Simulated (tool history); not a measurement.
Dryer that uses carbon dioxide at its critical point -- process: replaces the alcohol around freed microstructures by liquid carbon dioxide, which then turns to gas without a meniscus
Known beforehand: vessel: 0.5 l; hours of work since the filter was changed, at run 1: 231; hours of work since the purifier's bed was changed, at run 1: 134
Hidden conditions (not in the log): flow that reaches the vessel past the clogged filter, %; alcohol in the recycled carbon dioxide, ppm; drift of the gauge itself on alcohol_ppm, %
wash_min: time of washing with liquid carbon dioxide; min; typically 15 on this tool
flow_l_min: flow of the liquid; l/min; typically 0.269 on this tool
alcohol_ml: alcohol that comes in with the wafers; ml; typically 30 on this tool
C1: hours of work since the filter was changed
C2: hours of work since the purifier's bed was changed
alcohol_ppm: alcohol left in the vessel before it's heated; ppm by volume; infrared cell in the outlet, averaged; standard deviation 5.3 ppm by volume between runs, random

Run 1, hour 0: usual settings; C1 231; C2 134. Result: alcohol_ppm 305 ppm by volume.
At hour 4.8: inlet filter changed.
Run 2, hour 36.2: usual settings; C1 22; C2 159. Result: alcohol_ppm 141 ppm by volume.
Run 3, hour 72.4: usual settings; C1 48; C2 184. Result: alcohol_ppm 152 ppm by volume.
Run 4, hour 118.1: usual settings; C1 80; C2 217. Result: alcohol_ppm 175 ppm by volume.
Run 5, hour 149.6: usual settings; C1 103; C2 239. Result: alcohol_ppm 191 ppm by volume.
Run 6, hour 189.5: usual settings but flow_l_min 0.414 l/min; C1 131; C2 267. Result: alcohol_ppm 37 ppm by volume.
Run 7, hour 223.3: usual settings but flow_l_min 0.414 l/min; C1 155; C2 291. Result: alcohol_ppm 40 ppm by volume.
Run 8, hour 261.2: usual settings but flow_l_min 0.414 l/min; C1 182; C2 318. Result: alcohol_ppm 33 ppm by volume.
Run 9, hour 316.7: usual settings; C1 221; C2 357. Result: alcohol_ppm 302 ppm by volume.
At hour 337.2: inlet filter changed.
Run 10, hour 344.3: usual settings; C1 5; C2 376. Result: alcohol_ppm 157 ppm by volume.
Run 11, hour 382.7: usual settings; C1 32; C2 404. Result: alcohol_ppm 164 ppm by volume.
Run 12, hour 424.9: usual settings but wash_min 16 min; C1 62; C2 433. Result: alcohol_ppm 139 ppm by volume.
Run 13, hour 469.1: usual settings but wash_min 16 min, flow_l_min 0.321 l/min; C1 94; C2 465. Result: alcohol_ppm 73 ppm by volume.
Run 14, hour 499.4: usual settings but wash_min 16 min, flow_l_min 0.321 l/min; C1 115; C2 486. Result: alcohol_ppm 81 ppm by volume.
Run 15, hour 554.4: usual settings but wash_min 16 min, flow_l_min 0.321 l/min, alcohol_ml 29 ml; C1 154; C2 525. Result: alcohol_ppm 85 ppm by volume.
Run 16, hour 589.4: usual settings but wash_min 16 min, flow_l_min 0.321 l/min, alcohol_ml 29 ml; C1 179; C2 550. Result: alcohol_ppm 111 ppm by volume.
Run 17, hour 643.9: usual settings but wash_min 16 min, flow_l_min 0.321 l/min, alcohol_ml 29 ml; C1 218; C2 589. Result: alcohol_ppm 119 ppm by volume.
At hour 666.3: inlet filter changed.
Run 18, hour 684: usual settings but wash_min 16 min, flow_l_min 0.321 l/min, alcohol_ml 29 ml; C1 12; C2 617. Result: alcohol_ppm 68 ppm by volume.
Run 19, hour 710.2: usual settings but wash_min 16 min, flow_l_min 0.321 l/min, alcohol_ml 23 ml; C1 31; C2 635. Result: alcohol_ppm 74 ppm by volume.
Run 20, hour 755.5: usual settings; C1 63; C2 667. Result: alcohol_ppm 225 ppm by volume.
Run 21, hour 794.8: usual settings; C1 91; C2 695. Result: alcohol_ppm 228 ppm by volume.
Run 22, hour 836.7: usual settings; C1 121; C2 725. Result: alcohol_ppm 245 ppm by volume.
Run 23, hour 863.7: usual settings; C1 140; C2 744. Result: alcohol_ppm 271 ppm by volume.
Run 24, hour 899.8: usual settings; C1 166; C2 770. Result: alcohol_ppm 285 ppm by volume.
Run 25, hour 939.9: usual settings but flow_l_min 0.364 l/min, alcohol_ml 43 ml; C1 194; C2 798. Result: alcohol_ppm 119 ppm by volume.
Run 26, hour 981.5: usual settings but flow_l_min 0.364 l/min, alcohol_ml 43 ml; C1 224; C2 828. Result: alcohol_ppm 123 ppm by volume.
At hour 996.3: inlet filter changed.
Run 27, hour 1034.3: usual settings but wash_min 9 min, flow_l_min 0.371 l/min, alcohol_ml 60 ml; C1 27; C2 864. Result: alcohol_ppm 744 ppm by volume.
Run 28, hour 1068.3: usual settings but flow_l_min 0.211 l/min, alcohol_ml 52 ml; C1 51; C2 888. Result: alcohol_ppm 998 ppm by volume.
Run 29, hour 1109.9: usual settings but flow_l_min 0.324 l/min, alcohol_ml 58 ml; C1 81; C2 918. Result: alcohol_ppm 153 ppm by volume.
Run 30, hour 1135.7: usual settings but wash_min 9 min, flow_l_min 0.453 l/min; C1 99; C2 936. Result: alcohol_ppm 220 ppm by volume.
Run 31, hour 1182.6: usual settings but wash_min 9 min, flow_l_min 0.17 l/min; C1 132; C2 969. Result: alcohol_ppm 7085 ppm by volume.
Run 32, hour 1215.8: usual settings but wash_min 21 min, flow_l_min 0.425 l/min, alcohol_ml 96 ml; C1 156; C2 993. Result: alcohol_ppm 81 ppm by volume.
Run 33, hour 1246.1: usual settings but wash_min 10 min, alcohol_ml 31 ml; C1 177; C2 1014. Result: alcohol_ppm 1628 ppm by volume.
Run 34, hour 1299.8: usual settings but wash_min 12 min; C1 215; C2 1053. Result: alcohol_ppm 893 ppm by volume.
At hour 1325.7: inlet filter changed.
Run 35, hour 1340: usual settings but wash_min 12 min; C1 10; C2 1080. Result: alcohol_ppm 507 ppm by volume.
Run 36, hour 1390.5: usual settings but wash_min 17 min, flow_l_min 0.281 l/min, alcohol_ml 29 ml; C1 46; C2 1116. Result: alcohol_ppm 145 ppm by volume.
At hour 1428.1: purifier's bed changed.
Run 37, hour 1454.2: usual settings but wash_min 13 min, flow_l_min 0.407 l/min, alcohol_ml 22 ml; C1 89; C2 19. Result: alcohol_ppm 24 ppm by volume.
Run 38, hour 1508.2: usual settings but wash_min 13 min, flow_l_min 0.234 l/min, alcohol_ml 22 ml; C1 127; C2 57. Result: alcohol_ppm 618 ppm by volume.
Run 39, hour 1548.8: usual settings but wash_min 13 min, flow_l_min 0.234 l/min, alcohol_ml 22 ml; C1 156; C2 86. Result: alcohol_ppm 667 ppm by volume.
Run 40, hour 1576.3: usual settings but wash_min 13 min, flow_l_min 0.234 l/min, alcohol_ml 22 ml; C1 176; C2 105. Result: alcohol_ppm 706 ppm by volume.
Run 41, hour 1618.1: usual settings but wash_min 13 min, flow_l_min 0.234 l/min, alcohol_ml 22 ml; C1 205; C2 135. Result: alcohol_ppm 776 ppm by volume.
Run 42, hour 1643: usual settings but wash_min 11 min, flow_l_min 0.261 l/min, alcohol_ml 22 ml; C1 223; C2 152. Result: alcohol_ppm 1051 ppm by volume.
At hour 1659.6: inlet filter changed.
Run 43, hour 1684.4: usual settings but wash_min 11 min, flow_l_min 0.261 l/min, alcohol_ml 22 ml; C1 18; C2 181. Result: alcohol_ppm 555 ppm by volume.
Run 44, hour 1737.9: usual settings but flow_l_min 0.352 l/min; C1 56; C2 219. Result: alcohol_ppm 35 ppm by volume.
Run 45, hour 1788: usual settings but wash_min 9 min, flow_l_min 0.394 l/min, alcohol_ml 44 ml; C1 91; C2 255. Result: alcohol_ppm 480 ppm by volume.
Run 46, hour 1845.1: usual settings but flow_l_min 0.177 l/min, alcohol_ml 21 ml; C1 132; C2 295. Result: alcohol_ppm 1080 ppm by volume.

Hidden state or all else? Some run-to-run changes of alcohol_ppm, split into what the settings, what came in and random variation would give without the hidden state, and what is left for the hidden state (with any gauge scatter that isn't in both results):
Run 30 -> 31: flow_l_min 0.453 -> 0.17. alcohol_ppm +6865 ppm by volume: hidden state +1249, all else +5616.
Run 31 -> 32: wash_min 9 -> 21, flow_l_min 0.17 -> 0.425, alcohol_ml 30 -> 96. alcohol_ppm -7004 ppm by volume: hidden state -1295, all else -5709.
Run 32 -> 33: wash_min 21 -> 10, flow_l_min 0.425 -> 0.269, alcohol_ml 96 -> 31. alcohol_ppm +1547 ppm by volume: hidden state +600, all else +947.
